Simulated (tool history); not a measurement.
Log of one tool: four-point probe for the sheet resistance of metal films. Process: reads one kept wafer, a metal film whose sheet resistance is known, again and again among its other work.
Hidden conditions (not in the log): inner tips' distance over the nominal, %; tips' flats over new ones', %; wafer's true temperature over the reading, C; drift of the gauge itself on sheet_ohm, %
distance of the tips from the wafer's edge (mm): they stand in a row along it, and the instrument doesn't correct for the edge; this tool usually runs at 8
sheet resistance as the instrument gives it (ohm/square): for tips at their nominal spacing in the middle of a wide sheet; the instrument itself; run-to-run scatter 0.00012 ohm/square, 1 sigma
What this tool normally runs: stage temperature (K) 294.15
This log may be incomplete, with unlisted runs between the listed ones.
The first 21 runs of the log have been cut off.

| run | hour | stage temperature (K) | distance of the tips from the wafer's edge (mm) | touches since the probe head was changed | hours of work since the stage's thermometer was calibrated | sheet resistance as the instrument gives it (ohm/square) |
|---|---|---|---|---|---|---|
| 22 | 625.2 | 294.15 | 4 | 68315 | 342 | 0.641917 |
| 23 | 643.5 | 295.15 | 25 | 68953 | 350 | 0.611874 |
| 24 | 678.2 | 295.15 | 25 | 70166 | 365 | 0.61202 |
| 25 | 711 | 295.15 | 25 | 71312 | 380 | 0.612193 |
| 26 | 731.7 | 305.15 | 8 | 72036 | 389 | 0.624068 |
| 27 | 766.6 | 295.15 | 62 | 73255 | 404 | 0.61156 |
| 28 | 791.5 | 304.15 | 3 | 74127 | 415 | 0.66921 |
| 29 | 820.1 | 298.15 | 8 | 75127 | 428 | 0.620986 |
| 30 | 843.5 | 298.15 | 8 | 75943 | 438 | 0.62131 |
| 31 | 879.5 | 304.15 | 16 | 77203 | 454 | 0.617874 |
| 32 | 905.2 | 295.15 | 43 | 78100 | 465 | 0.611812 |
| 33 | 945.3 | 295.15 | 43 | 79503 | 483 | 0.611995 |
| 34 | 969.8 | 295.15 | 43 | 80360 | 494 | 0.612118 |
| 35 | 1004.7 | 298.15 | 11 | 81578 | 509 | 0.617696 |
| 36 | 1045.7 | 298.15 | 11 | 83011 | 527 | 0.617915 |
| 37 | 1064.4 | 300.15 | 38 | 83666 | 535 | 0.614683 |
| 38 | 1091.7 | 300.15 | 38 | 84619 | 547 | 0.61483 |
|  | 1112.2 | new probe head fitted |
| 39 | 1122.5 | 296.15 | 19 | 359 | 561 | 0.613004 |
| 40 | 1151.9 | 296.15 | 19 | 1386 | 574 | 0.613043 |
| 41 | 1169.8 | 296.15 | 5 | 2012 | 581 | 0.632131 |
| 42 | 1197.1 | 300.15 | 10 | 2966 | 594 | 0.618856 |
| 43 | 1227.6 | 305.15 | 6 | 4033 | 607 | 0.630454 |
| 44 | 1255.6 | 305.15 | 45 | 5013 | 619 | 0.616229 |

Forecast each of these 4 alternatives for the next run:
| A | 1278.9 | 303.15 | 57 | 5826 | 630 | ? |
| B | 1278.9 | 305.15 | 6 | 5826 | 630 | ? |
| C | 1278.9 | 291.15 | 11 | 5826 | 630 | ? |
| D | 1278.9 | 294.15 | 16 | 5826 | 630 | ? |

| run | sheet resistance as the instrument gives it (ohm/square) |
|---|---|
| A | 0.615185 |
| B | 0.630672 |
| C | 0.613907 |
| D | 0.613067 |
With the hidden condition removed and each run's random variation left untouched, the same runs would have given:
| run | sheet resistance as the instrument gives it (ohm/square) |
|---|---|
| A | 0.613486 |
| B | 0.628932 |
| C | 0.612225 |
| D | 0.611383 |
